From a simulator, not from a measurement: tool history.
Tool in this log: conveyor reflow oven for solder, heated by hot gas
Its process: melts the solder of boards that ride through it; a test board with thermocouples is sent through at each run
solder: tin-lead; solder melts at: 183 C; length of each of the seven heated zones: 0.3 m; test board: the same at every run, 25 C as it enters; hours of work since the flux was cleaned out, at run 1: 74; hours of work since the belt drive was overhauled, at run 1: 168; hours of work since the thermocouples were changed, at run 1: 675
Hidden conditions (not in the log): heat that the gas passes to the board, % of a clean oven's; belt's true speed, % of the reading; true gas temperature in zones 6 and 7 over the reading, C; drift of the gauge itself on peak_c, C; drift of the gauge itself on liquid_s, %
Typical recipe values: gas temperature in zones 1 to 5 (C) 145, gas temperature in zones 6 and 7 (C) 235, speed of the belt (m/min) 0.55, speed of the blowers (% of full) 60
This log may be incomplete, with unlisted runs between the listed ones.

run   hour  gas temperature in zones 1 to 5 (C)  gas temperature in zones 6 and 7 (C)  speed of the belt (m/min)  speed of the blowers (% of full)  hours of work since the flux was cleaned out  hours of work since the belt drive was overhauled  hours of work since the thermocouples were changed  highest temperature of the board (C)  time above the solder's melting point (s)
  1      0                                  145                                   235                       0.55                                60                                            74                                                168                                                 675                                 215.1                                       49.7
  2   10.8                                  145                                   235                       0.55                                60                                            78                                                172                                                 680                                 214.5                                       49.8
  3   20.6                                  145                                   235                       0.55                                60                                            82                                                176                                                 684                                 215.1                                       48.2
  4   29.7                                  145                                   235                       0.55                                60                                            86                                                180                                                 688                                 215.6                                       49.5
  5   39.3                                  145                                   235                       0.55                                60                                            90                                                184                                                 692                                 214.3                                       49.7
  6   50.2                                  145                                   235                       0.55                                60                                            95                                                189                                                 696                                 214.5                                       48.6
  7   56.9                                  145                                   235                      0.482                                60                                            97                                                191                                                 699                                   219                                       60.4
  8     63                                  143                                   235                      0.482                                60                                           100                                                194                                                 702                                 218.5                                       59.3
  9   68.8                                  145                                   235                       0.55                                55                                           102                                                196                                                 704                                 213.2                                       48.1
 10   81.9                                  145                                   235                       0.55                                60                                           108                                                202                                                 710                                 214.2                                       49.6
 11   92.5                                  145                                   235                      0.588                                60                                           112                                                206                                                 714                                 211.4                                       43.9
 12  100.1                                  145                                   235                       0.55                                60                                           115                                                209                                                 717                                   215                                       49.1
 13  112.5                                  145                                   235                       0.55                                60                                           121                                                215                                                 722                                 214.6                                       49.8
 14  124.4                                  145                                   235                       0.55                                60                                           125                                                220                                                 727                                 214.8                                       48.8
     130.6  -- flux residue cleaned out of gas plates and filters
 15  141.5                                  145                                   235                       0.55                                60                                             5                                                225                                                 732                                 214.1                                       48.2
 16  150.9                                  146                                   245                       0.55                                74                                             8                                                229                                                 736                                 226.1                                       57.2
 17  158.2                                  136                                   237                       0.55                                58                                            12                                                232                                                 739                                   213                                       44.5
 18    172                                  136                                   237                       0.55                                58                                            17                                                237                                                 745                                 212.4                                       44.9
 19  183.3                                  145                                   226                       0.55                                60                                            22                                                242                                                 750                                 206.3                                       42.6
 20  194.1                                  144                                   235                      0.633                                61                                            27                                                247                                                 754                                 208.4                                       37.3
 21  206.7                                  145                                   235                      0.534                                60                                            32                                                252                                                 760                                 214.5                                       49.8
     214.8  -- flux residue cleaned out of gas plates and filters, once more
 22  218.2                                  145                                   235                      0.629                                60                                             1                                                255                                                 762                                 210.2                                       39.4
 23  231.8                                  145                                   235                      0.629                                60                                             7                                                260                                                 768                                 210.9                                       40.3
 24  245.6                                  145                                   243                      0.597                                69                                            13                                                266                                                 774                                 222.2                                       50.1
 25  256.6                                  146                                   246                      0.471                                52                                            17                                                271                                                 778                                 227.6                                       67.2
 26  269.5                                  154                                   238                       0.55                                68                                            23                                                276                                                 784                                 221.8                                       56.9
 27  277.3                                  137                                   235                      0.472                                54                                            26                                                279                                                 787                                 216.2                                       56.1
 28  285.6                                  137                                   235                      0.472                                54                                            30                                                283                                                 790                                 215.6                                       56.3
 29  299.4                                  145                                   235                       0.55                                89                                            35                                                288                                                 796                                 221.5                                       55.1
 30    308                                  134                                   235                       0.55                                83                                            39                                                292                                                 800                                 219.7                                       49.8

4 ways to go on from here, each from the tool as it stands after run 30. What would each give?
  A  316.7                                  132                                   237                       0.55                                59                                            43                                                296                                                 803                                     ?                                          ?
  B  316.7                                  134                                   240                      0.611                                60                                            43                                                296                                                 803                                     ?                                          ?
  C  316.7                                  157                                   226                      0.465                                60                                            43                                                296                                                 803                                     ?                                          ?
  D  316.7                                  145                                   235                       0.55                                89                                            43                                                296                                                 803                                     ?                                          ?

run  highest temperature of the board (C)  time above the solder's melting point (s)
  A                                 212.3                                       44.6
  B                                 212.6                                       38.7
  C                                 213.5                                       64.3
  D                                 221.5                                         55
Without the tool's unlogged condition, the same runs would have read:
run  highest temperature of the board (C)  time above the solder's melting point (s)
  A                                 215.2                                       46.4
  B                                 215.4                                       40.4
  C                                 216.5                                       65.9
  D                                 224.6                                       56.2
